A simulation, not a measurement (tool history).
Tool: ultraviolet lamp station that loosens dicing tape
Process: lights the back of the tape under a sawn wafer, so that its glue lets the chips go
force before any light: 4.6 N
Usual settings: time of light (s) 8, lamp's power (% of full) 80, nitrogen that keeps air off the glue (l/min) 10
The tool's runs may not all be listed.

run	hour	time of light (s)	lamp's power (% of full)	nitrogen that keeps air off the glue (l/min)	force that peels the tape off (N)	light that reached the tape (J/m2)
1	0.0	8	80	10	0.276	2850
2	8.5	16	80	10	0.173	5650
3	20.4	16	80	10	0.166	5680
4	30.4	16	76	10	0.163	5380
5	35.9	16	76	10	0.164	5310
6	45.8	16	85	10	0.185	6010
7	57.5	16	85	10	0.160	5990
8	62.4	8	80	10	0.279	2790
9	70.6	8	80	10	0.301	2770
10	75.6	5	80	10	0.575	1760
11	86.7	5	80	10	0.597	1710
12	95.8	8	77	10	0.289	2670
# hour 97.2: window cleaned of glue's vapour
13	104.6	8	77	10	0.334	2450
14	114.1	8	80	4	0.535	2560
15	124.6	8	64	10	0.469	2030
16	134.8	8	64	4	0.751	2060
17	143.8	11	76	8	0.243	3290
18	148.7	11	68	8	0.273	3000
# hour 159.1: window cleaned of glue's vapour, once more
19	161.2	6	63	18	0.415	1840
20	167.0	6	71	19	0.344	2120
21	177.7	6	71	19	0.343	2060
22	183.1	9	79	3	0.348	3500
23	188.8	14	80	4	0.182	5520
24	198.3	9	97	6	0.189	4240
25	204.0	15	62	8	0.174	4510
26	214.3	8	80	11	0.220	3150

4 ways to go on from here, each from the tool as it stands after run 26. What would each give?
A	226.3	10	80	11	?	?
B	226.3	7	63	10	?	?
C	226.3	8	70	11	?	?
D	226.3	7	80	10	?	?

run	force that peels the tape off (N)	light that reached the tape (J/m2)
A	0.191	3930
B	0.424	2200
C	0.280	2750
D	0.279	2710
Without the tool's hidden state the same runs would have given:
run	force that peels the tape off (N)	light that reached the tape (J/m2)
A	0.186	4140
B	0.388	2310
C	0.261	2900
D	0.259	2860
